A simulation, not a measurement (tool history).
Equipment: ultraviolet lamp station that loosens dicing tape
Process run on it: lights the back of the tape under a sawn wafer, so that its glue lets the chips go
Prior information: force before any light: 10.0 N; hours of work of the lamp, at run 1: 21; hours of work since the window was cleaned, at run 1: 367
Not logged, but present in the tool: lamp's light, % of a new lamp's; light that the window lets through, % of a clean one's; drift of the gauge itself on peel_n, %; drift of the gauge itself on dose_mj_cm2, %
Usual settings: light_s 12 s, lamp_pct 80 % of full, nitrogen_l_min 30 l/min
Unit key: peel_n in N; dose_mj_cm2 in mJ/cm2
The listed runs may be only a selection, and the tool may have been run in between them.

run     day  light_s  lamp_pct  nitrogen_l_min  hours of work of the lamp  hours of work since the window was cleaned  peel_n  dose_mj_cm2
  1       0       12        80              30                         21                                         367   0.733          202
      0.879  -- window cleaned of glue's vapour
  2   0.879       12        85              30                         31                                           0   0.575          228
  3    2.25       12        85              30                         46                                          16   0.564          222
  4   4.321       12        85              30                         70                                          39   0.575          224
  5   6.296       12        80              30                         92                                          61   0.689          210
  6   7.612       12        80              30                        107                                          76   0.717          209
  7   9.033       12        80              30                        123                                          92   0.716          205
  8  10.775       11        80              30                        143                                         112   0.851          187
  9  11.838       12        80              30                        155                                         124   0.736          205
 10  13.908       12        80              30                        178                                         148   0.717          204
 11  15.162       12        80              30                        192                                         162   0.756          202
 12   16.75       12        80              30                        210                                         180   0.754          202
 13   17.85       12        80              30                        223                                         192   0.745          201
 14  19.896       12        80              46                        246                                         216   0.503          200
 15  21.767       12        60              30                        267                                         237   1.519          147
 16  23.004       12        80              30                        281                                         251   0.787          201
 17  23.988       12        80              30                        292                                         262   0.801          195
 18  25.212       12        80              30                        306                                         276   0.787          197
 19  27.058       12        80              30                        327                                         297   0.815          193
 20  27.971       12        80              30                        338                                         307   0.819          199
 21  29.538       12        80              30                        355                                         325   0.829          195
 22  31.138       12        80              30                        374                                         343   0.861          194
 23  32.921       12        63              30                        394                                         363   1.464          150
     34.312  -- window cleaned of glue's vapour
 24  34.488       12        63              30                        411                                           2   1.311          158
 25  35.367       10        76              18                        421                                          12   1.923          161
 26  37.017       10        76              18                        440                                          31   1.962          161
 27  38.879       12        80              30                        461                                          52   0.774          194
 28  40.392       14        63              30                        478                                          69   0.973          184
 29  41.638        7        62              30                        492                                          83   3.073           89
 30  43.067       13        67              23                        509                                          99   1.318          176
 31  44.375       16        80              36                        523                                         114   0.315          261
 32   45.65       12        95              29                        538                                         129   0.551          231
 33   47.55       12        95              10                        559                                         150   1.649          227
 34  49.408        6        80              30                        580                                         171   2.994           98
 35  50.779        7        67              30                        596                                         187   2.984           92
 36  51.929        7        67              30                        609                                         200   2.983           93
 37  54.012        7        77              12                        633                                         223   3.971          103
 38  54.917        7        68              33                        643                                         234   2.817           98
 39  56.579        7        87              30                        662                                         252   2.082          118
 40  58.004        7        90              10                        678                                         269   3.799          122
 41  59.412        7        90              10                        694                                         285   3.691          119
 42  61.062        7        90              10                        713                                         303   3.724          120
 43  62.575        7        90              10                        730                                         320    3.84          116

Entry by entry between the runs, the difference in hidden state between the last listed run before and the first listed run after:
Runs 1 to 2: window cleaned of glue's vapour (day 0.879)
  lamp's light, % of a new lamp's: 99 -> 98.8; light that the window lets through, % of a clean one's: 95.2 -> 99.8
  difference, measured minus the result without the unlogged condition, peel_n: +0.101 -> +0.02 N; dose_mj_cm2: -13 -> -3 mJ/cm2
Runs 23 to 24: window cleaned of glue's vapour (day 34.312)
  lamp's light, % of a new lamp's: 93.6 -> 93.3; light that the window lets through, % of a clean one's: 94.7 -> 99.9
  difference, measured minus the result without the unlogged condition, peel_n: +0.316 -> +0.175 N; dose_mj_cm2: -19 -> -11 mJ/cm2
